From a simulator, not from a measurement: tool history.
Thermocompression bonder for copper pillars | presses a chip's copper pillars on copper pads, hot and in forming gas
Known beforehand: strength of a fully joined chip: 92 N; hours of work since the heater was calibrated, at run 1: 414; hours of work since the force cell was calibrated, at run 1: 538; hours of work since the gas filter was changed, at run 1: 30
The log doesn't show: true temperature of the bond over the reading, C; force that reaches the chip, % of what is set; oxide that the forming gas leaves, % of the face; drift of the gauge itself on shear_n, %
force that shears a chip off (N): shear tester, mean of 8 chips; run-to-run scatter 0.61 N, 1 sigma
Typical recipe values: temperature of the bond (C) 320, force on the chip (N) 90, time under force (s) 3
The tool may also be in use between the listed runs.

run	day	temperature of the bond (C)	force on the chip (N)	time under force (s)	hours of work since the heater was calibrated	hours of work since the force cell was calibrated	hours of work since the gas filter was changed	force that shears a chip off (N)
1	0	320	90	3	414	538	30	60.7
2	0.433	320	125	3	422	546	38	71.1
3	0.854	320	125	3	430	554	46	70.9
4	1.267	320	125	3	438	562	54	71.1
5	1.688	320	71	3	446	570	62	53.3
6	2.171	320	71	4	455	579	71	58
7	2.746	320	71	4	466	590	82	57.3
8	3.083	320	71	4	472	596	88	58.1
9	3.617	320	71	4	483	606	98	57.1
10	4.008	320	71	4	490	614	106	58
11	4.342	320	71	4	496	620	112	56.8
12	4.85	320	71	4	506	630	122	57.2
13	5.271	320	90	3	514	638	130	60.3
14	5.792	320	90	3	524	648	140	60.2
15	6.083	320	90	3	529	653	145	59.2
16	6.646	320	90	3	540	664	156	60.7
17	7.304	320	90	3	553	677	169	60.8
18	7.904	320	90	3	564	688	180	59.9
19	8.271	320	90	4	571	695	187	65
20	8.625	320	90	4	578	702	194	64.4
# day 9.083: force cell calibrated
21	9.271	320	90	4	589	4	205	62.4
22	9.692	320	117	2	597	12	213	61.4
23	10.004	320	74	2	603	18	219	46
24	10.412	316	130	7	610	25	226	79.7
25	10.733	316	130	7	617	31	232	78.1
26	11.062	339	103	5	623	38	239	76.2
27	11.558	294	103	2	632	47	248	45.4
28	11.921	294	59	8	639	54	255	49.6
29	12.492	291	104	8	650	65	266	65.8
# day 12.625: heater calibrated with a thermocouple chip
# day 13.008: forming gas filter changed
30	13.046	305	77	2	8	73	1	42.9
31	13.354	315	77	2	14	79	7	47.6
32	13.696	328	90	2	20	86	13	59.4
33	13.975	328	90	2	25	91	18	58.6
34	14.288	328	90	2	31	97	24	57
35	14.604	304	99	3	37	103	30	57.2
36	15.246	304	99	3	49	115	43	57.1
# day 15.525: heater calibrated with a thermocouple chip, once more
37	15.688	349	90	2	3	122	49	64.1
38	16.142	307	83	3	12	131	58	50.2
39	16.642	303	89	3	21	140	67	51
40	17.167	303	89	3	31	150	77	50.6
41	17.808	320	82	3	43	162	90	55.2

Per-run results on a tool with no hidden state, each run keeping its own random variation:
run	force that shears a chip off (N)
1	58.6
2	69.3
3	69.2
4	69.5
5	51.3
6	56
7	55.4
8	56.2
9	55.3
10	56.2
11	55
12	55.5
13	58.7
14	58.6
15	57.7
16	59.3
17	59.4
18	58.5
19	63.9
20	63.4
21	62.9
22	61.8
23	45.9
24	81.6
25	80.1
26	78
27	45.3
28	49.6
29	66.7
30	40
31	44.7
32	56.4
33	55.6
34	54.2
35	54.1
36	54.1
37	64.3
38	50.3
39	51
40	50.7
41	55.4

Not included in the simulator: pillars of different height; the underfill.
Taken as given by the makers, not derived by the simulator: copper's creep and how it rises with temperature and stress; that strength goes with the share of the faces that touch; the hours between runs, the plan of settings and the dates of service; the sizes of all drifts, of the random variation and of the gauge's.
